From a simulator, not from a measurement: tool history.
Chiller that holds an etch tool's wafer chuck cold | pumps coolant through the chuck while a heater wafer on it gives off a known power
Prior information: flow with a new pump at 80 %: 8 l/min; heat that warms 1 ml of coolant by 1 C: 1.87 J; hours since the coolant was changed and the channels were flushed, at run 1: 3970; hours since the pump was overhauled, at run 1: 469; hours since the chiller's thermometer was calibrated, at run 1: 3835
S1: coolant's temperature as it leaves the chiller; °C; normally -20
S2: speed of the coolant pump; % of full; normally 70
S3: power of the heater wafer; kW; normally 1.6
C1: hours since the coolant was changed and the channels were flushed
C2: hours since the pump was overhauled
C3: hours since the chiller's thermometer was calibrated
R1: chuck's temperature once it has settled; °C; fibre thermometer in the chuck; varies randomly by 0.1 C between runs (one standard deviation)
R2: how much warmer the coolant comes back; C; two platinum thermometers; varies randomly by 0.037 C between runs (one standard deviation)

{"run": 1, "day": 0.0, "S1": -20, "S2": 70, "S3": 1.6, "C1": 3970, "C2": 469, "C3": 3835, "R1": -6.2, "R2": 7.48}
{"run": 2, "day": 4.2, "S1": -20, "S2": 70, "S3": 1.6, "C1": 4071, "C2": 570, "C3": 3936, "R1": -6, "R2": 7.39}
{"run": 3, "day": 7.892, "S1": -20, "S2": 70, "S3": 1.6, "C1": 4159, "C2": 658, "C3": 4025, "R1": -6, "R2": 7.44}
{"run": 4, "day": 9.921, "S1": -20, "S2": 70, "S3": 1.6, "C1": 4208, "C2": 707, "C3": 4073, "R1": -6.2, "R2": 7.35}
{"run": 5, "day": 13.058, "S1": -20, "S2": 70, "S3": 1.6, "C1": 4283, "C2": 782, "C3": 4149, "R1": -6, "R2": 7.45}
{"run": 6, "day": 16.479, "S1": -20, "S2": 70, "S3": 1.6, "C1": 4365, "C2": 865, "C3": 4231, "R1": -6.3, "R2": 7.38}
{"run": 7, "day": 18.446, "S1": -20, "S2": 70, "S3": 1.6, "C1": 4413, "C2": 912, "C3": 4278, "R1": -6.2, "R2": 7.38}
{"run": 8, "day": 21.458, "S1": -20, "S2": 97, "S3": 1.6, "C1": 4485, "C2": 984, "C3": 4350, "R1": -9.8, "R2": 5.15}
{"run": 9, "day": 25.112, "S1": -20, "S2": 97, "S3": 1.6, "C1": 4573, "C2": 1072, "C3": 4438, "R1": -9.7, "R2": 5.14}
{"run": 10, "day": 27.521, "S1": -20, "S2": 97, "S3": 1.6, "C1": 4630, "C2": 1130, "C3": 4496, "R1": -9.8, "R2": 5.12}
{"run": 11, "day": 30.212, "S1": -20, "S2": 70, "S3": 1.6, "C1": 4695, "C2": 1194, "C3": 4560, "R1": -6.2, "R2": 7.36}
{"run": 12, "day": 34.042, "S1": -20, "S2": 70, "S3": 1.6, "C1": 4787, "C2": 1286, "C3": 4652, "R1": -6.3, "R2": 7.32}
{"run": 13, "day": 36.312, "S1": -20, "S2": 70, "S3": 1.6, "C1": 4841, "C2": 1341, "C3": 4707, "R1": -6.2, "R2": 7.35}
{"run": 14, "day": 39.971, "S1": -20, "S2": 70, "S3": 1.6, "C1": 4929, "C2": 1428, "C3": 4795, "R1": -6.1, "R2": 7.26}
{"day": 41.646, "done": "chiller's thermometer calibrated"}
{"run": 15, "day": 42.688, "S1": -20, "S2": 70, "S3": 1.696, "C1": 4993, "C2": 1492, "C3": 25, "R1": -5.1, "R2": 7.73}
{"run": 16, "day": 44.596, "S1": -20, "S2": 70, "S3": 1.696, "C1": 5039, "C2": 1538, "C3": 71, "R1": -5.3, "R2": 7.72}
{"run": 17, "day": 47.988, "S1": -23, "S2": 70, "S3": 0.815, "C1": 5121, "C2": 1620, "C3": 152, "R1": -15.8, "R2": 3.59}
{"run": 18, "day": 50.521, "S1": -23, "S2": 70, "S3": 0.815, "C1": 5181, "C2": 1681, "C3": 213, "R1": -16, "R2": 3.65}
{"run": 19, "day": 52.388, "S1": -23, "S2": 70, "S3": 0.815, "C1": 5226, "C2": 1725, "C3": 258, "R1": -16, "R2": 3.55}
{"run": 20, "day": 54.829, "S1": -23, "S2": 70, "S3": 0.815, "C1": 5285, "C2": 1784, "C3": 316, "R1": -16, "R2": 3.59}
{"run": 21, "day": 57.342, "S1": -23, "S2": 92, "S3": 0.815, "C1": 5345, "C2": 1844, "C3": 377, "R1": -17.4, "R2": 2.6}

Run 22 comes next. What will it give?
{"run": 22, "day": 59.154, "S1": -29, "S2": 70, "S3": 1.205, "C1": 5389, "C2": 1888, "C3": 420, "R1": "?", "R2": "?"}

Logged for run 22: R1 -18.5 °C, R2 5.39 C.
Had the tool carried no hidden state, the very same run would have given R1 -18.5 °C, R2 5.56 C.
